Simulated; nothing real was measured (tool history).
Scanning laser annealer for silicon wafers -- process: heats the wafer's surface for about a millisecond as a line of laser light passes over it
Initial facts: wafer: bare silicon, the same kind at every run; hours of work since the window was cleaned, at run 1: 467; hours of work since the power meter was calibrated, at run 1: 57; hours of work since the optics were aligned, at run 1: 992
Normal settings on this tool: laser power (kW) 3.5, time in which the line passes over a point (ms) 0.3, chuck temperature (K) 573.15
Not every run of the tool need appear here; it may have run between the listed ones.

run	hour	laser power (kW)	time in which the line passes over a point (ms)	chuck temperature (K)	hours of work since the window was cleaned	hours of work since the power meter was calibrated	hours of work since the optics were aligned	highest temperature of the surface (K)
1	0	3.5	0.3	573.15	467	57	992	1345.15
2	15.4	3.5	0.3	573.15	474	64	999	1346.15
3	32.9	3.5	0.3	573.15	482	72	1007	1344.15
4	51.8	3.5	0.3	573.15	490	80	1015	1343.15
5	66	3.5	0.3	573.15	497	87	1022	1342.15
6	77.9	3.5	0.3	573.15	502	92	1027	1342.15
7	89.2	3.5	0.3	573.15	507	97	1032	1340.15
8	99.2	3.5	0.3	573.15	511	101	1037	1343.15
9	115.4	3.5	0.3	580.15	519	109	1044	1348.15
10	124.7	3.5	0.3	608.15	523	113	1048	1374.15
11	135.6	3.5	0.3	550.15	528	118	1053	1318.15
12	151.1	3.5	0.354	573.15	535	125	1060	1421.15
13	159.9	3.5	0.354	573.15	539	129	1064	1419.15
14	176.1	3.5	0.354	573.15	546	136	1071	1420.15
15	190.6	3.5	0.3	561.15	552	142	1077	1329.15
16	201.6	3.5	0.3	561.15	557	147	1082	1326.15
17	220.4	3.5	0.3	561.15	566	156	1091	1326.15
18	230.5	3.5	0.3	573.15	570	160	1095	1339.15
19	243.8	3.123	0.3	573.15	576	166	1101	1265.15
20	253.1	3.123	0.3	573.15	580	170	1105	1264.15
21	267.7	3.691	0.3	573.15	587	177	1112	1374.15
22	286.6	3.633	0.246	594.15	595	185	1120	1296.15
# hour 291.2: laser's power meter calibrated
23	305.4	3.633	0.246	594.15	602	6	1127	1297.15
24	322.1	3.633	0.246	594.15	610	14	1135	1299.15
25	332.2	3.633	0.246	594.15	614	18	1139	1298.15
26	347.6	3.084	0.3	534.15	621	25	1146	1214.15
27	356.1	3.012	0.306	598.15	625	29	1150	1274.15
28	368.8	3.5	0.296	583.15	631	35	1156	1340.15
29	385	3.5	0.296	583.15	638	42	1163	1342.15
30	403.2	3.128	0.3	584.15	646	50	1171	1275.15
# hour 412.2: laser's power meter calibrated, once more
31	421.9	3.128	0.3	584.15	653	4	1178	1264.15
32	435	3.5	0.231	573.15	659	10	1184	1220.15
# hour 447.7: window over the wafer cleaned
33	454.3	3.269	0.287	606.15	3	18	1192	1328.15
34	466	3.269	0.287	606.15	8	23	1197	1330.15
35	482.2	3.494	0.308	606.15	15	30	1204	1408.15
36	500.6	3.5	0.3	593.15	24	39	1212	1382.15
37	511.8	3.5	0.3	593.15	29	44	1217	1381.15
38	527.8	3.478	0.272	595.15	36	51	1225	1335.15
39	545.2	3.478	0.369	563.15	44	59	1232	1451.15
40	562.6	3.097	0.212	563.15	51	66	1240	1136.15

Had the tool no unlogged condition, and each run kept its random variation, what would the results have been?
Unlogged tool condition in this case: light that passes the window, % of a clean one's; laser's true power over the reading, %; width of the line over the set one, %; drift of the gauge itself on peak_c, C.
run	highest temperature of the surface (K)
1	1372.15
2	1373.15
3	1371.15
4	1371.15
5	1371.15
6	1371.15
7	1369.15
8	1372.15
9	1377.15
10	1404.15
11	1348.15
12	1455.15
13	1452.15
14	1454.15
15	1360.15
16	1357.15
17	1357.15
18	1371.15
19	1294.15
20	1293.15
21	1409.15
22	1326.15
23	1326.15
24	1329.15
25	1328.15
26	1243.15
27	1304.15
28	1373.15
29	1375.15
30	1306.15
31	1301.15
32	1255.15
33	1334.15
34	1337.15
35	1415.15
36	1390.15
37	1389.15
38	1343.15
39	1461.15
40	1142.15

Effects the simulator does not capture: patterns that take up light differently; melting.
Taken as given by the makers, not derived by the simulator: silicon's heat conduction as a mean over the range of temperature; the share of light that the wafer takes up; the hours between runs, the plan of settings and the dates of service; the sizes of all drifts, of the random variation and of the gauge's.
